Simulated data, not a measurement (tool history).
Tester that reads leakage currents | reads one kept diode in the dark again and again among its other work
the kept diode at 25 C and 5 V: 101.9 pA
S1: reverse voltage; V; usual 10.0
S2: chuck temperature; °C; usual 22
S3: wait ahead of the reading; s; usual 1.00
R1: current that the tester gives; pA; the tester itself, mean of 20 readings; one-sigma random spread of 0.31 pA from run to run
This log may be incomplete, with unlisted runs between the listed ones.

Run 1, day 0.000: usual settings. Result: R1 101.07 pA.
At day 4.179: chuck's temperature calibrated.
Run 2, day 5.629: usual settings. Result: R1 101.44 pA.
Run 3, day 8.100: usual settings but S2 38 °C. Result: R1 394.26 pA.
Run 4, day 10.883: usual settings but S2 38 °C. Result: R1 394.29 pA.
Run 5, day 16.633: usual settings but S2 38 °C. Result: R1 392.66 pA.
Run 6, day 21.583: usual settings but S2 36 °C. Result: R1 334.46 pA.
Run 7, day 25.771: usual settings but S2 36 °C. Result: R1 333.92 pA.
Run 8, day 30.367: usual settings but S2 36 °C. Result: R1 332.55 pA.
Run 9, day 34.050: usual settings but S2 23 °C. Result: R1 111.06 pA.
Run 10, day 38.462: usual settings but S2 23 °C. Result: R1 111.38 pA.
Run 11, day 43.921: usual settings but S1 1.1 V. Result: R1 46.68 pA.
Run 12, day 47.304: usual settings but S1 1.1 V. Result: R1 46.90 pA.
Run 13, day 52.542: usual settings but S1 1.7 V. Result: R1 54.13 pA.
Run 14, day 58.221: usual settings but S3 0.34 s. Result: R1 108.20 pA.
Run 15, day 62.208: usual settings but S3 2.12 s. Result: R1 100.06 pA.
Run 16, day 67.879: usual settings but S3 2.12 s. Result: R1 100.21 pA.
At day 69.850: chuck's temperature calibrated.
Run 17, day 72.475: usual settings but S1 3.0 V. Result: R1 66.46 pA.
Run 18, day 76.567: usual settings but S1 5.0 V. Result: R1 79.08 pA.
Run 19, day 80.158: usual settings but S1 5.0 V. Result: R1 79.17 pA.
Run 20, day 84.817: usual settings but S2 25 °C. Result: R1 132.68 pA.
Run 21, day 90.150: usual settings but S1 12.6 V, S3 0.67 s. Result: R1 112.33 pA.
Run 22, day 95.042: usual settings but S1 8.6 V, S2 40 °C, S3 2.29 s. Result: R1 437.38 pA.
Run 23, day 99.392: usual settings but S1 13.5 V, S2 36 °C, S3 6.05 s. Result: R1 365.48 pA.
Run 24, day 102.688: usual settings but S1 13.5 V, S2 36 °C, S3 6.05 s. Result: R1 368.60 pA.
Run 25, day 107.100: usual settings but S1 11.8 V, S2 39 °C, S3 1.31 s. Result: R1 448.64 pA.
Run 26, day 112.783: usual settings but S1 5.4 V, S2 35 °C, S3 0.51 s. Result: R1 248.96 pA.
Run 27, day 116.079: usual settings but S1 2.3 V, S2 43 °C, S3 0.49 s. Result: R1 353.51 pA.
Run 28, day 121.392: usual settings but S1 15.3 V, S2 30 °C, S3 1.15 s. Result: R1 236.37 pA.
Run 29, day 126.788: usual settings but S1 4.1 V, S3 1.54 s. Result: R1 73.37 pA.
Run 30, day 132.317: usual settings but S1 4.1 V, S2 58 °C, S3 3.04 s. Result: R1 1327.04 pA.
At day 135.592: chuck's temperature calibrated.
Run 31, day 137.283: usual settings but S1 14.4 V, S2 50 °C, S3 9.57 s. Result: R1 1134.98 pA.
Run 32, day 140.833: usual settings but S1 3.2 V, S2 49 °C, S3 7.01 s. Result: R1 630.01 pA.
Run 33, day 146.492: usual settings but S1 3.2 V, S2 21 °C, S3 7.01 s. Result: R1 60.85 pA.
Run 34, day 151.775: usual settings but S1 1.3 V, S2 26 °C, S3 7.21 s. Result: R1 70.19 pA.
Run 35, day 154.133: usual settings but S1 2.8 V, S3 9.31 s. Result: R1 63.70 pA.
Run 36, day 158.754: usual settings but S1 4.1 V, S2 28 °C, S3 0.65 s. Result: R1 126.45 pA.
Run 37, day 161.854: usual settings but S1 4.1 V, S2 24 °C, S3 3.40 s. Result: R1 87.42 pA.
Run 38, day 166.792: usual settings but S2 20 °C, S3 1.12 s. Result: R1 84.92 pA.
Run 39, day 171.175: usual settings but S1 10.9 V, S2 41 °C. Result: R1 514.91 pA.

Consider 4 possible next runs. They are alternatives, not a sequence: every one starts from the tool as it was left by run 39. What does each give?
Run A, day 173.933: usual settings but S1 4.4 V, S2 41 °C, S3 4.51 s. Result: R1 ?.
Run B, day 173.933: usual settings but S2 29 °C, S3 0.59 s. Result: R1 ?.
Run C, day 173.933: usual settings but S1 11.3 V, S2 54 °C, S3 2.88 s. Result: R1 ?.
Run D, day 173.933: usual settings but S1 3.3 V, S2 49 °C, S3 6.94 s. Result: R1 ?.

run       R1
  A   375.47
  B   187.75
  C  1408.50
  D   635.75
Had the tool no hidden state, the same runs would have come out as:
run       R1
  A   375.56
  B   187.72
  C  1408.87
  D   635.94

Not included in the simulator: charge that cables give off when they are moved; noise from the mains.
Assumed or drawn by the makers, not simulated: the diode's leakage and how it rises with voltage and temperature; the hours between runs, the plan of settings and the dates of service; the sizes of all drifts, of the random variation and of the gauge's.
